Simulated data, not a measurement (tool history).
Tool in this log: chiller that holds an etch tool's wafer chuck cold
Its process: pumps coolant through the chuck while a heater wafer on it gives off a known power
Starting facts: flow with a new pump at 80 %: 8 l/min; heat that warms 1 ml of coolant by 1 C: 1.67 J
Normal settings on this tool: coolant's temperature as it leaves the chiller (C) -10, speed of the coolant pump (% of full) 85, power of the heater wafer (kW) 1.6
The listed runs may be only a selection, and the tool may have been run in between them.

run   hour  coolant's temperature as it leaves the chiller (C)  speed of the coolant pump (% of full)  power of the heater wafer (kW)  chuck's temperature once it has settled (C)  how much warmer the coolant comes back (C)
  1      0                                                 -10                                     85                             1.6                                          2.1                                        6.75
  2   35.7                                                 -10                                     85                           1.403                                          0.7                                        5.88
  3   94.4                                                 -10                                     85                           1.403                                          0.8                                        5.92
  4    154                                                 -10                                     85                           1.403                                          0.7                                        5.94
  5  203.4                                                 -10                                     85                           1.403                                          0.5                                        5.97
  6  231.5                                                  -6                                     85                           1.403                                          4.5                                        5.82
  7  279.4                                                 -10                                     85                           1.408                                          0.7                                        5.87
  8  317.8                                                 -18                                     85                            2.13                                         -1.9                                        8.94
  9  349.5                                                 -13                                     70                           1.041                                         -3.8                                        5.38
     374.3  -- chiller's thermometer calibrated
 10  395.7                                                  -2                                     82                           0.999                                          5.8                                        4.38

Consider 4 possible next runs. They are alternatives, not a sequence: every one starts from the tool as it was left by run 10. What does each give?
  A  438.1                                                  -9                                     62                           1.328                                            ?                                           ?
  B  438.1                                                 -10                                     66                           1.753                                            ?                                           ?
  C  438.1                                                 -10                                     67                           0.905                                            ?                                           ?
  D  438.1                                                 -16                                     65                           1.506                                            ?                                           ?

run  chuck's temperature once it has settled (C)  how much warmer the coolant comes back (C)
  A                                            4                                        7.72
  B                                          6.3                                        9.55
  C                                         -1.4                                        4.85
  D                                         -1.9                                        8.44
Take away the tool's hidden state, keep each run's random variation, and the runs would have read:
run  chuck's temperature once it has settled (C)  how much warmer the coolant comes back (C)
  A                                            4                                        7.79
  B                                          6.2                                        9.61
  C                                         -1.4                                        4.91
  D                                         -1.9                                         8.5
